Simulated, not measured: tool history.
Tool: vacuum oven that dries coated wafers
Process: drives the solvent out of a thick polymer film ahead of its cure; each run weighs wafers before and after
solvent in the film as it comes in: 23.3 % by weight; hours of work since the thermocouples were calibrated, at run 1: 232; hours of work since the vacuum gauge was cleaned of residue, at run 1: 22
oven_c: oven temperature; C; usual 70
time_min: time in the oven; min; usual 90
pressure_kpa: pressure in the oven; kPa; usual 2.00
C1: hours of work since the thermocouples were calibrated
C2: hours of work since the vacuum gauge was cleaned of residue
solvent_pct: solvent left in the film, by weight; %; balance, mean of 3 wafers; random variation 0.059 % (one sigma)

Run 1, hour 0.0: usual settings; C1 232; C2 22. Result: solvent_pct 4.51 %.
Run 2, hour 22.0: usual settings; C1 242; C2 32. Result: solvent_pct 4.44 %.
Run 3, hour 41.5: usual settings; C1 251; C2 40. Result: solvent_pct 4.60 %.
Run 4, hour 70.2: usual settings; C1 264; C2 53. Result: solvent_pct 4.56 %.
Run 5, hour 108.2: usual settings but time_min 54 min; C1 281; C2 70. Result: solvent_pct 7.73 %.
Run 6, hour 146.0: usual settings but oven_c 69 C; C1 298; C2 87. Result: solvent_pct 4.90 %.
Run 7, hour 174.7: usual settings but oven_c 69 C; C1 311; C2 100. Result: solvent_pct 5.02 %.
Run 8, hour 197.6: usual settings but time_min 140 min; C1 321; C2 111. Result: solvent_pct 2.60 %.
Run 9, hour 231.8: usual settings but time_min 140 min; C1 337; C2 126. Result: solvent_pct 2.56 %.
Run 10, hour 257.6: usual settings but time_min 140 min; C1 348; C2 138. Result: solvent_pct 2.60 %.
Run 11, hour 301.7: usual settings but time_min 140 min; C1 368; C2 157. Result: solvent_pct 2.59 %.
Run 12, hour 326.9: usual settings but time_min 140 min; C1 379; C2 169. Result: solvent_pct 2.65 %.
At hour 332.7: oven's thermocouples calibrated.
Run 13, hour 363.6: usual settings; C1 14; C2 184. Result: solvent_pct 4.69 %.
At hour 400.6: oven's thermocouples calibrated, once more.
Run 14, hour 401.2: usual settings; C1 0; C2 200. Result: solvent_pct 4.36 %.
Run 15, hour 430.7: usual settings but oven_c 77 C, time_min 47 min, pressure_kpa 6.51 kPa; C1 14; C2 214. Result: solvent_pct 6.80 %.
Run 16, hour 468.5: usual settings but oven_c 55 C, time_min 66 min, pressure_kpa 6.51 kPa; C1 30; C2 230. Result: solvent_pct 16.04 %.
Run 17, hour 491.8: usual settings but oven_c 55 C, time_min 66 min, pressure_kpa 6.51 kPa; C1 41; C2 241. Result: solvent_pct 15.92 %.
Run 18, hour 536.5: usual settings but oven_c 72 C, time_min 61 min, pressure_kpa 1.03 kPa; C1 61; C2 261. Result: solvent_pct 5.40 %.
Run 19, hour 556.6: usual settings but oven_c 69 C, time_min 143 min, pressure_kpa 3.00 kPa; C1 70; C2 270. Result: solvent_pct 3.26 %.
Run 20, hour 589.1: usual settings but oven_c 58 C, time_min 48 min, pressure_kpa 2.39 kPa; C1 85; C2 285. Result: solvent_pct 14.12 %.
Run 21, hour 611.2: usual settings but oven_c 57 C, time_min 48 min, pressure_kpa 2.13 kPa; C1 95; C2 295. Result: solvent_pct 14.51 %.
Run 22, hour 647.7: usual settings but oven_c 84 C, pressure_kpa 2.08 kPa; C1 111; C2 311. Result: solvent_pct 1.00 %.
Run 23, hour 670.2: usual settings but oven_c 84 C, time_min 54 min, pressure_kpa 2.47 kPa; C1 121; C2 321. Result: solvent_pct 2.23 %.
Run 24, hour 690.2: usual settings but oven_c 60 C, pressure_kpa 1.84 kPa; C1 130; C2 330. Result: solvent_pct 9.31 %.
Run 25, hour 726.6: usual settings but oven_c 59 C, pressure_kpa 7.47 kPa; C1 146; C2 346. Result: solvent_pct 13.34 %.
Run 26, hour 756.8: usual settings but time_min 49 min, pressure_kpa 3.49 kPa; C1 160; C2 360. Result: solvent_pct 9.03 %.
Run 27, hour 787.0: usual settings but oven_c 62 C, time_min 116 min, pressure_kpa 2.47 kPa; C1 174; C2 374. Result: solvent_pct 7.15 %.
Run 28, hour 822.9: usual settings but oven_c 85 C, time_min 81 min, pressure_kpa 1.53 kPa; C1 190; C2 390. Result: solvent_pct 0.85 %.

5 ways to go on from here, each from the tool as it stands after run 28. What would each give?
Run A, hour 846.2: usual settings but time_min 81 min, pressure_kpa 1.53 kPa; C1 200; C2 400. Result: solvent_pct ?.
Run B, hour 846.2: usual settings but oven_c 75 C, time_min 49 min, pressure_kpa 1.53 kPa; C1 200; C2 400. Result: solvent_pct ?.
Run C, hour 846.2: usual settings but oven_c 85 C, time_min 81 min, pressure_kpa 1.88 kPa; C1 200; C2 400. Result: solvent_pct ?.
Run D, hour 846.2: usual settings but time_min 123 min; C1 200; C2 400. Result: solvent_pct ?.
Run E, hour 846.2: usual settings but oven_c 76 C, time_min 79 min; C1 200; C2 400. Result: solvent_pct ?.

run  solvent_pct
  A         4.92
  B         5.72
  C         1.00
  D         2.99
  E         3.04
Without the tool's hidden state the same runs would have given:
run  solvent_pct
  A         4.73
  B         5.54
  C         0.92
  D         2.82
  E         2.89
